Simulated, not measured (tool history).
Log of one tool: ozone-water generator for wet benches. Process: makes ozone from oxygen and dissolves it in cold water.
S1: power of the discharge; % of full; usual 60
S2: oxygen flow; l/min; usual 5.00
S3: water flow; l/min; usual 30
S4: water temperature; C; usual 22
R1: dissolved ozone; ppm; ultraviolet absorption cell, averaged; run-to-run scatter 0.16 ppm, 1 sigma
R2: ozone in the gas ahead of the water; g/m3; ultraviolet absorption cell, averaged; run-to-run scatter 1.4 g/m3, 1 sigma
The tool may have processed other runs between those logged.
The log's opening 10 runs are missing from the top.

| run | hour | S1 | S2 | S3 | S4 | R1 | R2 |
|---|---|---|---|---|---|---|---|
| 11 | 886.9 | 60 | 5.00 | 30 | 19 | 22.1 | 248.1 |
| 12 | 1016.4 | 60 | 5.00 | 30 | 22 | 21.3 | 249.8 |
| 13 | 1140.7 | 60 | 5.00 | 30 | 22 | 21.2 | 249.9 |
| 14 | 1263.3 | 60 | 5.00 | 30 | 22 | 21.5 | 245.7 |
| 15 | 1341.3 | 60 | 5.00 | 30 | 22 | 21.3 | 247.0 |
| 16 | 1452.8 | 60 | 5.00 | 22 | 22 | 28.0 | 247.2 |
| 17 | 1586.0 | 54 | 5.00 | 43 | 27 | 13.5 | 233.6 |
| 18 | 1646.7 | 69 | 5.00 | 30 | 24 | 22.2 | 266.2 |
| 19 | 1769.7 | 69 | 5.00 | 30 | 24 | 22.4 | 267.8 |
| 20 | 1893.5 | 69 | 3.75 | 30 | 24 | 20.9 | 296.1 |
| 21 | 2003.1 | 59 | 3.63 | 30 | 14 | 20.9 | 276.5 |
| 22 | 2068.4 | 59 | 3.63 | 30 | 14 | 20.7 | 279.9 |
| 23 | 2148.0 | 59 | 3.63 | 30 | 14 | 20.9 | 280.0 |
| 24 | 2237.9 | 74 | 3.63 | 19 | 25 | 31.5 | 309.3 |
| 25 | 2331.8 | 60 | 5.00 | 25 | 22 | 24.8 | 246.1 |
| 26 | 2457.9 | 54 | 5.00 | 30 | 22 | 20.6 | 233.4 |
| 27 | 2547.5 | 54 | 5.00 | 30 | 22 | 20.4 | 233.9 |
| 28 | 2622.5 | 54 | 5.00 | 30 | 22 | 20.3 | 230.4 |
| 29 | 2716.5 | 54 | 5.00 | 30 | 22 | 20.2 | 231.1 |
| 30 | 2844.6 | 54 | 5.00 | 30 | 22 | 20.2 | 232.9 |
| 31 | 2955.7 | 54 | 5.00 | 30 | 22 | 20.0 | 232.0 |
| 32 | 3034.1 | 54 | 5.00 | 30 | 22 | 19.9 | 231.7 |

3 ways to go on from here, each from the tool as it stands after run 32. What would each give?
| A | 3153.1 | 54 | 5.00 | 44 | 22 | ? | ? |
| B | 3153.1 | 60 | 5.00 | 30 | 19 | ? | ? |
| C | 3153.1 | 41 | 3.28 | 30 | 27 | ? | ? |

| run | R1 | R2 |
|---|---|---|
| A | 13.7 | 231.4 |
| B | 22.3 | 245.2 |
| C | 14.5 | 234.3 |
What these runs would have given with no unlogged condition in the tool:
| run | R1 | R2 |
|---|---|---|
| A | 13.8 | 237.1 |
| B | 22.3 | 251.3 |
| C | 14.6 | 240.1 |
